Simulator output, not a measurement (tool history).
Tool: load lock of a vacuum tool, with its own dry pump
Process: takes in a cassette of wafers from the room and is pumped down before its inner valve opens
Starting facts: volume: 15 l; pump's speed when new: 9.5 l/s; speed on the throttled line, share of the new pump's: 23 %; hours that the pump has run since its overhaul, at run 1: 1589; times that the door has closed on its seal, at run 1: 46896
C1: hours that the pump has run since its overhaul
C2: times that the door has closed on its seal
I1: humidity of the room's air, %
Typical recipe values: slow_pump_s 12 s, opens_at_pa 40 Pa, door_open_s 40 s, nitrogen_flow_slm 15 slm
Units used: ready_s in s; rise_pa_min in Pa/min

run 1 hour=0 | slow_pump_s=12 opens_at_pa=40 door_open_s=40 nitrogen_flow_slm=15 | C1=1589 C2=46896 | I1=44.2 | ready_s=21.7 rise_pa_min=0.39
run 2 hour=119.6 | slow_pump_s=12 opens_at_pa=40 door_open_s=109 nitrogen_flow_slm=15 | C1=1709 C2=47287 | I1=47.7 | ready_s=21.3 rise_pa_min=0.429
run 3 hour=220.3 | slow_pump_s=12 opens_at_pa=40 door_open_s=109 nitrogen_flow_slm=15 | C1=1810 C2=47616 | I1=45.2 | ready_s=22.2 rise_pa_min=0.425
run 4 hour=337 | slow_pump_s=12 opens_at_pa=40 door_open_s=109 nitrogen_flow_slm=15 | C1=1926 C2=47997 | I1=41 | ready_s=22.1 rise_pa_min=0.421
run 5 hour=447.6 | slow_pump_s=12 opens_at_pa=40 door_open_s=109 nitrogen_flow_slm=15 | C1=2037 C2=48359 | I1=43 | ready_s=21.9 rise_pa_min=0.429
run 6 hour=531.9 | slow_pump_s=12 opens_at_pa=40 door_open_s=109 nitrogen_flow_slm=15 | C1=2121 C2=48634 | I1=44.6 | ready_s=22 rise_pa_min=0.432
-- hour=562.9 door's seal changed, seat wiped
run 7 hour=600.3 | slow_pump_s=12 opens_at_pa=38 door_open_s=40 nitrogen_flow_slm=15 | C1=2188 C2=122 | I1=45.1 | ready_s=21.9 rise_pa_min=0.063
run 8 hour=706.5 | slow_pump_s=12 opens_at_pa=38 door_open_s=40 nitrogen_flow_slm=15 | C1=2294 C2=469 | I1=43.5 | ready_s=21.9 rise_pa_min=0.06
run 9 hour=837.7 | slow_pump_s=12 opens_at_pa=40 door_open_s=210 nitrogen_flow_slm=15 | C1=2426 C2=898 | I1=45.2 | ready_s=22.3 rise_pa_min=0.123
run 10 hour=971.4 | slow_pump_s=12 opens_at_pa=40 door_open_s=210 nitrogen_flow_slm=15 | C1=2559 C2=1335 | I1=43.3 | ready_s=22.1 rise_pa_min=0.118
run 11 hour=1091.2 | slow_pump_s=12 opens_at_pa=38 door_open_s=210 nitrogen_flow_slm=15 | C1=2679 C2=1727 | I1=44.8 | ready_s=21.9 rise_pa_min=0.129
run 12 hour=1190.4 | slow_pump_s=12 opens_at_pa=40 door_open_s=40 nitrogen_flow_slm=40 | C1=2778 C2=2051 | I1=46.5 | ready_s=22.5 rise_pa_min=0.047
run 13 hour=1318.7 | slow_pump_s=12 opens_at_pa=71 door_open_s=40 nitrogen_flow_slm=11 | C1=2907 C2=2470 | I1=46.4 | ready_s=20.4 rise_pa_min=0.075
run 14 hour=1437.1 | slow_pump_s=12 opens_at_pa=40 door_open_s=58 nitrogen_flow_slm=15 | C1=3025 C2=2857 | I1=47.1 | ready_s=22.6 rise_pa_min=0.079
run 15 hour=1577.8 | slow_pump_s=12 opens_at_pa=71 door_open_s=40 nitrogen_flow_slm=20 | C1=3166 C2=3317 | I1=44.8 | ready_s=21.2 rise_pa_min=0.062
run 16 hour=1719.3 | slow_pump_s=8 opens_at_pa=30 door_open_s=169 nitrogen_flow_slm=41 | C1=3307 C2=3780 | I1=41.6 | ready_s=19.2 rise_pa_min=0.073
run 17 hour=1864.8 | slow_pump_s=12 opens_at_pa=55 door_open_s=40 nitrogen_flow_slm=15 | C1=3453 C2=4255 | I1=42.1 | ready_s=21.4 rise_pa_min=0.068
run 18 hour=2008 | slow_pump_s=11 opens_at_pa=35 door_open_s=53 nitrogen_flow_slm=36 | C1=3596 C2=4723 | I1=44 | ready_s=21.6 rise_pa_min=0.062
run 19 hour=2139.4 | slow_pump_s=11 opens_at_pa=35 door_open_s=53 nitrogen_flow_slm=14 | C1=3727 C2=5153 | I1=44 | ready_s=21.2 rise_pa_min=0.082
run 20 hour=2231 | slow_pump_s=12 opens_at_pa=58 door_open_s=40 nitrogen_flow_slm=15 | C1=3819 C2=5452 | I1=43.9 | ready_s=21.4 rise_pa_min=0.077
run 21 hour=2348.1 | slow_pump_s=6 opens_at_pa=31 door_open_s=42 nitrogen_flow_slm=15 | C1=3936 C2=5835 | I1=47.5 | ready_s=18.1 rise_pa_min=0.082
run 22 hour=2422.3 | slow_pump_s=6 opens_at_pa=72 door_open_s=109 nitrogen_flow_slm=19 | C1=4010 C2=6077 | I1=42.4 | ready_s=16.7 rise_pa_min=0.097
run 23 hour=2488.3 | slow_pump_s=12 opens_at_pa=40 door_open_s=66 nitrogen_flow_slm=15 | C1=4076 C2=6293 | I1=45.7 | ready_s=22.4 rise_pa_min=0.088

Here are 3 independent what-if runs from the current tool condition. What would each one return?
run A hour=2549.2 | slow_pump_s=12 opens_at_pa=46 door_open_s=85 nitrogen_flow_slm=26 | C1=4137 C2=6492 | I1=44.1 | ready_s=? rise_pa_min=?
run B hour=2549.2 | slow_pump_s=11 opens_at_pa=43 door_open_s=40 nitrogen_flow_slm=15 | C1=4137 C2=6492 | I1=44.5 | ready_s=? rise_pa_min=?
run C hour=2549.2 | slow_pump_s=12 opens_at_pa=40 door_open_s=39 nitrogen_flow_slm=15 | C1=4137 C2=6492 | I1=45.6 | ready_s=? rise_pa_min=?

run=A ready_s=22.2 rise_pa_min=0.079
run=B ready_s=21.3 rise_pa_min=0.085
run=C ready_s=21.8 rise_pa_min=0.081
With the hidden condition removed and each run's random variation left untouched, the same runs would have given:
run=A ready_s=21.8 rise_pa_min=0.057
run=B ready_s=20.8 rise_pa_min=0.062
run=C ready_s=21.3 rise_pa_min=0.059

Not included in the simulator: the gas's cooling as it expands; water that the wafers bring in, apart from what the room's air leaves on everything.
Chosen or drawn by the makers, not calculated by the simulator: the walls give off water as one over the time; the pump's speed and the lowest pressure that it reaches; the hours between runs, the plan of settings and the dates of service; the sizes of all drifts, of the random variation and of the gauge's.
